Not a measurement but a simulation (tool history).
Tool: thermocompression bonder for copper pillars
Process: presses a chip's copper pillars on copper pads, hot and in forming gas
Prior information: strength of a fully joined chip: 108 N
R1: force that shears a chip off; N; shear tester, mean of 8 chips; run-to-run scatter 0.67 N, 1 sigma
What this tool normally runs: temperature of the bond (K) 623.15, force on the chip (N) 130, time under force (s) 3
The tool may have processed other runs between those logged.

run 1 hour=0 | temperature_of_the_bond_(K)=623.15 force_on_the_chip_(N)=130 time_under_force_(s)=3 | R1=42.5
run 2 hour=19.3 | temperature_of_the_bond_(K)=622.15 force_on_the_chip_(N)=130 time_under_force_(s)=3 | R1=42.7
run 3 hour=40.1 | temperature_of_the_bond_(K)=622.15 force_on_the_chip_(N)=130 time_under_force_(s)=3 | R1=40.9
run 4 hour=58 | temperature_of_the_bond_(K)=623.15 force_on_the_chip_(N)=130 time_under_force_(s)=3 | R1=42.4
run 5 hour=74.9 | temperature_of_the_bond_(K)=623.15 force_on_the_chip_(N)=151 time_under_force_(s)=3 | R1=47.9
run 6 hour=85 | temperature_of_the_bond_(K)=623.15 force_on_the_chip_(N)=151 time_under_force_(s)=3 | R1=45.3
run 7 hour=105.3 | temperature_of_the_bond_(K)=623.15 force_on_the_chip_(N)=151 time_under_force_(s)=3 | R1=47.5
run 8 hour=120.2 | temperature_of_the_bond_(K)=623.15 force_on_the_chip_(N)=130 time_under_force_(s)=3 | R1=41.5
run 9 hour=135.5 | temperature_of_the_bond_(K)=623.15 force_on_the_chip_(N)=130 time_under_force_(s)=3 | R1=40.6
run 10 hour=149.8 | temperature_of_the_bond_(K)=623.15 force_on_the_chip_(N)=130 time_under_force_(s)=3 | R1=40.9
run 11 hour=161.1 | temperature_of_the_bond_(K)=612.15 force_on_the_chip_(N)=130 time_under_force_(s)=3 | R1=35.6
run 12 hour=178 | temperature_of_the_bond_(K)=623.15 force_on_the_chip_(N)=101 time_under_force_(s)=3 | R1=32.9
run 13 hour=191 | temperature_of_the_bond_(K)=623.15 force_on_the_chip_(N)=130 time_under_force_(s)=3 | R1=39.3
run 14 hour=200.4 | temperature_of_the_bond_(K)=639.15 force_on_the_chip_(N)=130 time_under_force_(s)=3 | R1=48.3
run 15 hour=220.5 | temperature_of_the_bond_(K)=639.15 force_on_the_chip_(N)=130 time_under_force_(s)=3 | R1=47.9
run 16 hour=229.8 | temperature_of_the_bond_(K)=623.15 force_on_the_chip_(N)=130 time_under_force_(s)=3 | R1=40.4
run 17 hour=238.8 | temperature_of_the_bond_(K)=623.15 force_on_the_chip_(N)=130 time_under_force_(s)=3 | R1=39.9
run 18 hour=259.4 | temperature_of_the_bond_(K)=623.15 force_on_the_chip_(N)=130 time_under_force_(s)=3 | R1=39.4
run 19 hour=275.4 | temperature_of_the_bond_(K)=625.15 force_on_the_chip_(N)=130 time_under_force_(s)=3 | R1=40.3
run 20 hour=289.4 | temperature_of_the_bond_(K)=625.15 force_on_the_chip_(N)=130 time_under_force_(s)=3 | R1=40.3
run 21 hour=307.1 | temperature_of_the_bond_(K)=629.15 force_on_the_chip_(N)=130 time_under_force_(s)=3 | R1=40.6
run 22 hour=317.3 | temperature_of_the_bond_(K)=629.15 force_on_the_chip_(N)=130 time_under_force_(s)=3 | R1=41.5
run 23 hour=333.9 | temperature_of_the_bond_(K)=621.15 force_on_the_chip_(N)=124 time_under_force_(s)=2 | R1=30.7
run 24 hour=345.4 | temperature_of_the_bond_(K)=621.15 force_on_the_chip_(N)=155 time_under_force_(s)=2 | R1=36.7
run 25 hour=360 | temperature_of_the_bond_(K)=625.15 force_on_the_chip_(N)=185 time_under_force_(s)=2 | R1=45.7
run 26 hour=376.5 | temperature_of_the_bond_(K)=600.15 force_on_the_chip_(N)=185 time_under_force_(s)=2 | R1=35
run 27 hour=389.1 | temperature_of_the_bond_(K)=600.15 force_on_the_chip_(N)=185 time_under_force_(s)=2 | R1=35.7
run 28 hour=401.2 | temperature_of_the_bond_(K)=630.15 force_on_the_chip_(N)=130 time_under_force_(s)=3 | R1=45.1
run 29 hour=410.5 | temperature_of_the_bond_(K)=615.15 force_on_the_chip_(N)=85 time_under_force_(s)=4 | R1=28.5
run 30 hour=423.2 | temperature_of_the_bond_(K)=629.15 force_on_the_chip_(N)=85 time_under_force_(s)=3 | R1=31.4
run 31 hour=443 | temperature_of_the_bond_(K)=629.15 force_on_the_chip_(N)=85 time_under_force_(s)=2 | R1=26.3
run 32 hour=458 | temperature_of_the_bond_(K)=614.15 force_on_the_chip_(N)=87 time_under_force_(s)=7 | R1=35.7
run 33 hour=475.6 | temperature_of_the_bond_(K)=614.15 force_on_the_chip_(N)=87 time_under_force_(s)=7 | R1=36.5
run 34 hour=490.3 | temperature_of_the_bond_(K)=614.15 force_on_the_chip_(N)=87 time_under_force_(s)=7 | R1=35
run 35 hour=508.6 | temperature_of_the_bond_(K)=614.15 force_on_the_chip_(N)=95 time_under_force_(s)=6 | R1=36.2
run 36 hour=524 | temperature_of_the_bond_(K)=623.15 force_on_the_chip_(N)=130 time_under_force_(s)=3 | R1=39.2
run 37 hour=535.5 | temperature_of_the_bond_(K)=623.15 force_on_the_chip_(N)=130 time_under_force_(s)=3 | R1=40.5
run 38 hour=554.8 | temperature_of_the_bond_(K)=603.15 force_on_the_chip_(N)=99 time_under_force_(s)=7 | R1=34.2
run 39 hour=573.6 | temperature_of_the_bond_(K)=606.15 force_on_the_chip_(N)=94 time_under_force_(s)=7 | R1=33.9

Removed from this log: 1 entry logged between the listed runs. Between which two listed runs does each belong, and how does the tool's hidden state at the listed run before it compare with that at the listed run after it?
Logged between run 25 and run 26: forming gas filter changed (hour 368)
  force that reaches the chip, % of what is set: 95.4 -> 95.3; oxide that the forming gas leaves, % of the face: 10.25 -> 0.77
  what was measured, less what the result would be without the hidden state, R1: -8.2 -> -2.9 N

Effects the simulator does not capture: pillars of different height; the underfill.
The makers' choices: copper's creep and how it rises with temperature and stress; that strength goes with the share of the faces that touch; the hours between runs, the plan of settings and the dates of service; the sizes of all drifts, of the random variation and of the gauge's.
